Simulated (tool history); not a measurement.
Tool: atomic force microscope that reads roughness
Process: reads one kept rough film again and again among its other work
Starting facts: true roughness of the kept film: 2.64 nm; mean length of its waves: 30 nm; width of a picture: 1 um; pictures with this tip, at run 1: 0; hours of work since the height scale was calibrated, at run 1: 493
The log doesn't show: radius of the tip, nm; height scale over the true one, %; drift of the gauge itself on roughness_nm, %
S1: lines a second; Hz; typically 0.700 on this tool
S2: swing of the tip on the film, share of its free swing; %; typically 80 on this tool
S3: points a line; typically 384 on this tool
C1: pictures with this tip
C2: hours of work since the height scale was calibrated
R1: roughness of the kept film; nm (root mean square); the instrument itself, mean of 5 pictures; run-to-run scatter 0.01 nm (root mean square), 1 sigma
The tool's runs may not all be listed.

| run | hour | S1 | S2 | S3 | C1 | C2 | R1 |
|---|---|---|---|---|---|---|---|
| 1 | 0.0 | 0.700 | 80 | 384 | 0 | 493 | 2.293 |
| 2 | 20.3 | 0.700 | 80 | 384 | 44 | 506 | 2.221 |
| 3 | 46.0 | 0.700 | 80 | 384 | 101 | 523 | 2.201 |
| 4 | 62.1 | 0.700 | 80 | 384 | 136 | 533 | 2.165 |
| 5 | 78.3 | 0.700 | 80 | 384 | 172 | 544 | 2.129 |
| 6 | 97.6 | 0.700 | 80 | 384 | 215 | 556 | 2.101 |
| 7 | 112.6 | 0.700 | 80 | 384 | 247 | 566 | 2.081 |
| 8 | 126.9 | 0.700 | 80 | 384 | 279 | 575 | 2.035 |
| 9 | 142.3 | 0.700 | 80 | 384 | 313 | 586 | 1.995 |
| 10 | 168.7 | 0.700 | 80 | 384 | 371 | 603 | 1.984 |
|  | 178.3 | new tip fitted |
| 11 | 200.8 | 0.700 | 80 | 384 | 49 | 623 | 2.224 |
| 12 | 226.1 | 0.700 | 80 | 384 | 105 | 640 | 2.182 |
| 13 | 246.0 | 0.700 | 80 | 384 | 149 | 653 | 2.144 |
| 14 | 276.5 | 0.700 | 60 | 384 | 216 | 673 | 2.161 |
| 15 | 307.7 | 2.636 | 60 | 384 | 284 | 693 | 2.005 |
| 16 | 333.7 | 2.636 | 60 | 384 | 341 | 710 | 1.967 |
| 17 | 350.4 | 2.636 | 60 | 384 | 378 | 721 | 1.950 |
|  | 356.3 | new tip fitted |
| 18 | 380.6 | 0.700 | 80 | 384 | 53 | 741 | 2.235 |
| 19 | 399.2 | 1.175 | 80 | 384 | 94 | 753 | 2.128 |
| 20 | 429.2 | 1.175 | 80 | 384 | 160 | 773 | 2.057 |
| 21 | 451.2 | 1.175 | 80 | 384 | 209 | 787 | 2.012 |
| 22 | 469.2 | 1.175 | 80 | 384 | 248 | 799 | 1.963 |
| 23 | 493.5 | 0.700 | 80 | 388 | 301 | 815 | 2.023 |
| 24 | 513.6 | 0.700 | 80 | 384 | 346 | 828 | 1.978 |
|  | 533.9 | new tip fitted |
| 25 | 534.4 | 1.088 | 55 | 275 | 1 | 841 | 2.329 |
| 26 | 553.0 | 0.700 | 82 | 631 | 42 | 853 | 2.249 |
| 27 | 577.4 | 0.700 | 59 | 384 | 96 | 869 | 2.276 |
| 28 | 600.8 | 0.700 | 80 | 422 | 147 | 884 | 2.147 |
| 29 | 622.9 | 1.226 | 56 | 819 | 196 | 899 | 2.190 |
| 30 | 642.4 | 2.729 | 64 | 819 | 239 | 912 | 2.015 |
| 31 | 667.4 | 0.538 | 59 | 558 | 294 | 928 | 2.104 |
| 32 | 697.5 | 0.538 | 59 | 558 | 360 | 948 | 2.059 |
|  | 711.2 | new tip fitted |
| 33 | 719.5 | 1.260 | 74 | 765 | 18 | 962 | 2.222 |

What will run 34 give?
| 34 | 741.5 | 1.358 | 87 | 463 | 66 | 976 | ? |

For run 34 the tool returned R1 2.055 nm (root mean square).
If the tool had no hidden condition, the same run with the same run-to-run variation would have returned R1 2.137 nm (root mean square).
